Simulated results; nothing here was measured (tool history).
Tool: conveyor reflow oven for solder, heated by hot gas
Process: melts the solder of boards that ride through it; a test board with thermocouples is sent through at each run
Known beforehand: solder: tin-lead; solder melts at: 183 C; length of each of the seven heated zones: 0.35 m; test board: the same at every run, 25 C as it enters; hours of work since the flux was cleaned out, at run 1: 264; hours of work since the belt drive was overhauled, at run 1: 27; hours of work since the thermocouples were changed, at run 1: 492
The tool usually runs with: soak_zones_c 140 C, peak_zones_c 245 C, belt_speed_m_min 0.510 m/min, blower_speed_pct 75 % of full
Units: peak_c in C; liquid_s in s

run   hour  soak_zones_c  peak_zones_c  belt_speed_m_min  blower_speed_pct  hours of work since the flux was cleaned out  hours of work since the belt drive was overhauled  hours of work since the thermocouples were changed  peak_c  liquid_s
  1    0.0           140           245             0.510                75                                           264                                                 27                                                 492   229.0      70.7
  2   11.4           140           245             0.510                75                                           270                                                 34                                                 498   228.7      70.8
      20.8  -- flux residue cleaned out of gas plates and filters
  3   23.1           140           245             0.510                75                                             1                                                 37                                                 502   230.5      71.7
  4   37.5           140           245             0.510                75                                             9                                                 45                                                 510   230.6      71.7
  5   43.9           140           245             0.510                75                                            12                                                 48                                                 513   230.6      72.0
  6   55.5           140           245             0.510                82                                            19                                                 55                                                 520   231.8      72.6
  7   65.7           140           245             0.510                82                                            24                                                 60                                                 525   231.8      72.9
  8   79.6           140           245             0.510                75                                            32                                                 68                                                 533   230.2      71.6
  9   90.7           140           245             0.510                75                                            38                                                 74                                                 539   230.4      71.5
 10   98.9           140           257             0.510                75                                            42                                                 78                                                 543   241.0      77.0
 11  109.2           140           257             0.510                75                                            48                                                 84                                                 549   240.9      77.1
     114.3  -- belt drive overhauled, speed set with a stopwatch
 12  122.1           148           255             0.566                86                                            53                                                  4                                                 553   240.1      71.5
 13  134.3           140           245             0.584                77                                            59                                                 11                                                 560   226.5      60.4
 14  145.9           140           257             0.533                77                                            65                                                 17                                                 566   239.8      73.2
 15  159.5           140           246             0.530                54                                            73                                                 24                                                 574   222.1      63.0
 16  166.9           140           251             0.417                72                                            77                                                 28                                                 578   240.5      94.1
     171.9  -- belt drive overhauled, speed set with a stopwatch, once more
 17  179.2           140           251             0.417                72                                            81                                                  4                                                 582   239.9      93.4
 18  192.1           140           254             0.510                66                                            88                                                 11                                                 589   235.1      73.9
 19  200.7           140           254             0.460                57                                            93                                                 16                                                 594   235.5      82.6

Forecast each of these 4 alternatives for the next run:
  A  214.7           141           245             0.510                75                                           100                                                 23                                                 601       ?         ?
  B  214.7           135           245             0.510                75                                           100                                                 23                                                 601       ?         ?
  C  214.7           140           239             0.566                75                                           100                                                 23                                                 601       ?         ?
  D  214.7           151           234             0.460                75                                           100                                                 23                                                 601       ?         ?

run  peak_c  liquid_s
  A   230.0      71.3
  B   228.9      69.3
  C   220.5      58.8
  D   224.1      80.1
Without the tool's unlogged condition, the same runs would have read:
run  peak_c  liquid_s
  A   232.3      72.7
  B   231.2      70.8
  C   222.8      60.4
  D   226.2      81.5
